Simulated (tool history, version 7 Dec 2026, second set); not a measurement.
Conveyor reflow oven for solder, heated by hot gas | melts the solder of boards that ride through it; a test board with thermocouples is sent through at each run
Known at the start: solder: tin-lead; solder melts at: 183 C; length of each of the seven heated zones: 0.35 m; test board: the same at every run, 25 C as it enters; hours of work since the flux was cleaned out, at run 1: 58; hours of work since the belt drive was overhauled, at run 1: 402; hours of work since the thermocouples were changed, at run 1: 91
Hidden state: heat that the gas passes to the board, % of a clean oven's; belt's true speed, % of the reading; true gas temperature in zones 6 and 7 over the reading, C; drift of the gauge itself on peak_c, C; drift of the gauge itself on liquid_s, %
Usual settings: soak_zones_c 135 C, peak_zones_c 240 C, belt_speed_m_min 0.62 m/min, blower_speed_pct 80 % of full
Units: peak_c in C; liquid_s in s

run   hour  soak_zones_c  peak_zones_c  belt_speed_m_min  blower_speed_pct  hours of work since the flux was cleaned out  hours of work since the belt drive was overhauled  hours of work since the thermocouples were changed  peak_c  liquid_s
  1      0           135           240              0.62                80                                            58                                                402                                                  91   227.7      57.2
  2   13.2           135           240              0.62                80                                            67                                                411                                                 100   227.6      57.5
  3   19.9           135           240              0.62                80                                            72                                                415                                                 104   227.6      57.3
  4   33.7           135           240              0.62                80                                            81                                                425                                                 114   227.6        57
  5   47.3           135           240              0.62                80                                            90                                                434                                                 123   227.7      57.1
  6   59.6           135           240              0.67                80                                            99                                                442                                                 131   225.4      51.7
  7   71.5           135           240              0.67                80                                           107                                                451                                                 140   225.1      51.6
  8   82.9           135           240              0.67                80                                           115                                                458                                                 147   225.4      51.5
  9   90.2           120           240              0.62                80                                           120                                                463                                                 152   225.6      52.5
 10  105.1           125           242             0.555                72                                           130                                                474                                                 163   229.3      61.8
 11  115.1           145           242             0.599                72                                           137                                                480                                                 170   229.3      63.3
 12    123           145           242             0.599                72                                           142                                                486                                                 175   229.7      63.1
 13  132.7           145           242             0.599                72                                           149                                                492                                                 182   229.6      62.8

The same runs without the tool's hidden state, with the same run-to-run variation:
run  liquid_s
  1      56.7
  2        57
  3      56.8
  4      56.5
  5      56.6
  6      51.3
  7      51.2
  8      51.1
  9      52.1
 10      61.3
 11      62.7
 12      62.5
 13      62.2
peak_c: within 0.3 C of the measured result in every run.
